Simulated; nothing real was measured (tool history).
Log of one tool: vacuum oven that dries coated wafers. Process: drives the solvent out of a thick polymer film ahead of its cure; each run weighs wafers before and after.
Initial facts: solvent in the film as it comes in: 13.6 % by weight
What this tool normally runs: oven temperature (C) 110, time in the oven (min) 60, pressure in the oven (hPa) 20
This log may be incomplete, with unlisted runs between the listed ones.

| run | hour | oven temperature (C) | time in the oven (min) | pressure in the oven (hPa) | solvent left in the film (%) |
|---|---|---|---|---|---|
| 1 | 0 | 110 | 60 | 20 | 2.35 |
| 2 | 8.1 | 110 | 35 | 20 | 4.25 |
| 3 | 19.9 | 110 | 60 | 23 | 2.58 |
| 4 | 25.8 | 110 | 60 | 11.7 | 1.98 |
| 5 | 35.1 | 110 | 93 | 20 | 1.45 |
| 6 | 46.4 | 110 | 60 | 20 | 2.42 |
| 7 | 54.2 | 117 | 99 | 40.9 | 1.89 |
| 8 | 61.4 | 115 | 60 | 38.4 | 2.47 |
| 9 | 75.3 | 115 | 60 | 38.4 | 2.4 |

Predict the results of run 10:
| 10 | 87.2 | 115 | 60 | 38.4 | ? |

{"run 10": {"solvent left in the film (%)": 2.37}}
With no hidden state in the tool, this same run would have given solvent left in the film (%) 2.39.
